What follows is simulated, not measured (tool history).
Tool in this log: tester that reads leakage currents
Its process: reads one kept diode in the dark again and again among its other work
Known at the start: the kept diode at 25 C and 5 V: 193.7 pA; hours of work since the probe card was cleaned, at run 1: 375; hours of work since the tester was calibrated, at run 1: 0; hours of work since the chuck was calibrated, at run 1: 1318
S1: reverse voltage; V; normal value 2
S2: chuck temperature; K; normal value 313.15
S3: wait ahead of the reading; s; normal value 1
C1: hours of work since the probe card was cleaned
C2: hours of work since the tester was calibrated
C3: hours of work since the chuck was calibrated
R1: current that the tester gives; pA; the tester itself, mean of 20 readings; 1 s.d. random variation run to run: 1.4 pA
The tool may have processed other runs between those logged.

run    hour     S1      S2    S3    C1    C2    C3       R1
  1       0      2  313.15     1   375     0  1318   495.93
  2   214.5   1.11  313.15     1   523   147  1465   384.98
  3   362.6      2  313.15     1   624   249  1567   501.14
      569.4  -- chuck's temperature calibrated
  4     645      2  313.15     1   817   441    52   455.61
  5   928.1      2  313.15     1  1011   636   246   461.25
  6  1055.9      2  313.15     1  1099   724   334   465.86
  7  1190.6      2  313.15     1  1191   816   426   467.76
  8  1316.5      2  313.15     1  1278   902   513   472.14
  9  1526.6      2  313.15     1  1422  1047   657   473.62
 10  1805.5      2  313.15     1  1614  1238   849   479.99
 11  2047.1      2  313.15     1  1779  1404  1014   483.51
 12  2276.2   1.67  313.15     1  1937  1561  1172   451.71
 13  2470.7      2  313.15     1  2070  1695  1305   490.94
 14  2679.1      2  313.15     1  2213  1838  1448   498.05
 15  2924.6      2  313.15     1  2382  2006  1617   503.82
       3054  -- chuck's temperature calibrated
 16  3105.1      2  313.15  0.46  2504  2129    35   465.42
 17  3276.8      2  313.15  0.46  2622  2247   153   466.42
 18  3448.5      2  313.15  0.46  2740  2365   271   470.27
 19  3728.7      2  313.15  2.21  2932  2557   463   475.86
 20  3878.5      2  313.15  2.21  3035  2660   566   478.17
 21  4069.7   9.86  329.15     1  3167  2791   697   3191.3
     4181.8  -- probe card cleaned and baked
 22  4270.9    4.4  296.15     1    61  2927   833   165.98
 23  4438.8      2  313.15  0.71   176  3042   949   483.91
 24  4573.3      2  313.15  0.71   269  3135  1041   487.23
 25  4800.1   3.62  317.15     1   424  3290  1197   869.96
     4956.3  -- tester calibrated
 26  5001.6      2  305.15  0.57   561    31  1334   264.25
 27  5210.1   1.28  313.15  0.64   705   174  1477   414.31
 28  5342.1      2  296.15     1   795   265  1567   125.71
 29  5523.7   13.2  318.15  6.82   920   389  1692  1715.73
     5550.4  -- chuck's temperature calibrated
 30  5744.8   13.2  318.15  6.82  1070   540   133  1530.64
 31  5944.3  10.37  293.15  2.77  1207   677   270   183.94
 32  6096.2  10.37  323.15  0.98  1311   781   375  2025.24
 33  6361.2   6.35  315.15   9.8  1493   963   557   899.54
 34  6555.5      2  319.15  7.98  1627  1096   690   743.01
 35  6764.6      2  319.15  7.98  1770  1240   834   751.49
 36  7032.5      2  319.15  7.98  1954  1424  1017   761.08
 37  7176.7      2  319.15  7.98  2053  1523  1116   763.04
 38  7415.3    4.7  295.15  0.34  2217  1687  1280   170.36
 39  7659.6    4.7  295.15  0.34  2385  1854  1448   172.31
 40  7930.1    4.7  295.15  0.34  2570  2040  1634   174.02

3 ways to go on from here, each from the tool as it stands after run 40. What would each give?
     8051.1  -- chuck's temperature calibrated
  A  8145.7     2  318.15  1.03  2717  2187  65   ?
     8051.1  -- chuck's temperature calibrated
  B  8145.7   4.7  295.15  0.86  2717  2187  65   ?
     8051.1  -- chuck's temperature calibrated
  C  8145.7  1.81  313.15  3.23  2717  2187  65   ?

run      R1
  A  662.61
  B  156.03
  C  430.76
Without the tool's hidden state the same runs would have given:
run      R1
  A  663.56
  B  146.84
  C  430.24

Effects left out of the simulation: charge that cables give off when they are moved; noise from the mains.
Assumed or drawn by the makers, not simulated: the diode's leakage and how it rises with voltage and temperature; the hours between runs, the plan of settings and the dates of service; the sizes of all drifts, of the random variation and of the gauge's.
